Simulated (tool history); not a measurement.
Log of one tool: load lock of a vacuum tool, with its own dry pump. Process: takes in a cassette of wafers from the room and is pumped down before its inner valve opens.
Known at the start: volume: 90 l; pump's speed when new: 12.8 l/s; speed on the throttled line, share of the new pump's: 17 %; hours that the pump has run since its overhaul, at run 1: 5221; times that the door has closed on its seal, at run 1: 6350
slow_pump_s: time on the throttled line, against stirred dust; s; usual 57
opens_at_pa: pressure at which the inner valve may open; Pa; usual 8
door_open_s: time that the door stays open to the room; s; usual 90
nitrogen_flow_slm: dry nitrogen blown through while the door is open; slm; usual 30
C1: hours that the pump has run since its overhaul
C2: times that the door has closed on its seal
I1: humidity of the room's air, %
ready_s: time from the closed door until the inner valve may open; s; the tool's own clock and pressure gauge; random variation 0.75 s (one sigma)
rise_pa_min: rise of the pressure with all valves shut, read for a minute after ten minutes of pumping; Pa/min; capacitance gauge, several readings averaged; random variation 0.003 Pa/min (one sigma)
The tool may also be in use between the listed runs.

Run 1, day 0.000: usual settings; C1 5221; C2 6350; I1 45.0. Result: ready_s 115.3 s, rise_pa_min 0.033 Pa/min.
Run 2, day 3.896: usual settings; C1 5314; C2 6512; I1 47.5. Result: ready_s 117.0 s, rise_pa_min 0.032 Pa/min.
Run 3, day 11.492: usual settings; C1 5497; C2 6829; I1 46.5. Result: ready_s 115.5 s, rise_pa_min 0.034 Pa/min.
Run 4, day 15.721: usual settings; C1 5598; C2 7006; I1 46.0. Result: ready_s 115.4 s, rise_pa_min 0.031 Pa/min.
Run 5, day 19.846: usual settings but nitrogen_flow_slm 16 slm; C1 5697; C2 7178; I1 46.8. Result: ready_s 117.5 s, rise_pa_min 0.043 Pa/min.
Run 6, day 25.550: usual settings; C1 5834; C2 7417; I1 42.7. Result: ready_s 117.0 s, rise_pa_min 0.030 Pa/min.
Run 7, day 30.733: usual settings but slow_pump_s 39 s, opens_at_pa 15 Pa, door_open_s 213 s; C1 5958; C2 7633; I1 44.0. Result: ready_s 96.6 s, rise_pa_min 0.040 Pa/min.
Run 8, day 35.092: usual settings but door_open_s 126 s, nitrogen_flow_slm 9 slm; C1 6063; C2 7815; I1 44.0. Result: ready_s 116.8 s, rise_pa_min 0.045 Pa/min.
Run 9, day 41.925: usual settings but slow_pump_s 28 s, opens_at_pa 9 Pa, door_open_s 69 s, nitrogen_flow_slm 37 slm; C1 6227; C2 8100; I1 41.9. Result: ready_s 92.2 s, rise_pa_min 0.027 Pa/min.
Run 10, day 48.317: usual settings but slow_pump_s 28 s, opens_at_pa 6 Pa, door_open_s 31 s, nitrogen_flow_slm 37 slm; C1 6380; C2 8367; I1 42.4. Result: ready_s 94.0 s, rise_pa_min 0.032 Pa/min.
Run 11, day 51.612: usual settings but slow_pump_s 28 s, opens_at_pa 6 Pa, door_open_s 31 s, nitrogen_flow_slm 37 slm; C1 6459; C2 8505; I1 47.8. Result: ready_s 94.7 s, rise_pa_min 0.031 Pa/min.

Forecast each of these 3 alternatives for the next run:
Run A, day 56.654: usual settings but slow_pump_s 53 s, opens_at_pa 9 Pa, door_open_s 44 s, nitrogen_flow_slm 37 slm; C1 6580; C2 8715; I1 42.4. Result: ready_s ?, rise_pa_min ?.
Run B, day 56.654: usual settings but slow_pump_s 98 s; C1 6580; C2 8715; I1 46.5. Result: ready_s ?, rise_pa_min ?.
Run C, day 56.654: usual settings but door_open_s 190 s, nitrogen_flow_slm 41 slm; C1 6580; C2 8715; I1 48.6. Result: ready_s ?, rise_pa_min ?.

run  ready_s  rise_pa_min
  A    112.7        0.030
  B    151.3        0.036
  C    117.6        0.038
Without the tool's hidden state the same runs would have given:
run  ready_s  rise_pa_min
  A    109.8        0.012
  B    148.8        0.018
  C    114.8        0.021
